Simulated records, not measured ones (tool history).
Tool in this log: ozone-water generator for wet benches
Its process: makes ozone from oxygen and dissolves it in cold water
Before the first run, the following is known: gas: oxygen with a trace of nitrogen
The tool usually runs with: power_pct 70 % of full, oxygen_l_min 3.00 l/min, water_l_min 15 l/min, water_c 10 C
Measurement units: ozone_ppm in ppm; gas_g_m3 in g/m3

run	hour	power_pct	oxygen_l_min	water_l_min	water_c	ozone_ppm	gas_g_m3
1	0.0	70	3.00	15	10	19.5	217.0
2	61.3	70	3.00	15	12	18.9	216.0
3	147.4	70	3.00	15	12	18.8	215.6
4	265.6	70	3.00	15	12	18.8	214.6
5	330.3	70	3.00	15	10	19.1	215.6
6	413.3	70	3.00	18	10	16.0	213.6
7	521.9	87	1.50	10	10	30.8	381.0
# hour 538.2: contactor cleaned
8	658.6	46	4.93	12	18	14.0	115.1
9	799.7	41	3.69	10	7	17.9	121.3
# hour 895.2: contactor cleaned, once more
10	904.8	72	5.05	10	11	27.5	161.2
11	968.2	72	5.05	10	11	27.2	161.5

The logged runs with the hidden state left out (each run's random variation unchanged):
Hidden state at play: yield of the discharge, % of new electrodes'; contactor's efficiency, % of a clean one's; true water temperature over the reading, C; drift of the gauge itself on ozone_ppm, %; drift of the gauge itself on gas_g_m3, %.
run	ozone_ppm	gas_g_m3
1	20.7	221.3
2	20.1	220.5
3	20.0	220.4
4	20.1	219.9
5	20.4	221.2
6	17.2	219.5
7	33.0	394.4
8	15.2	117.5
9	19.4	123.6
10	28.7	167.3
11	28.5	167.8
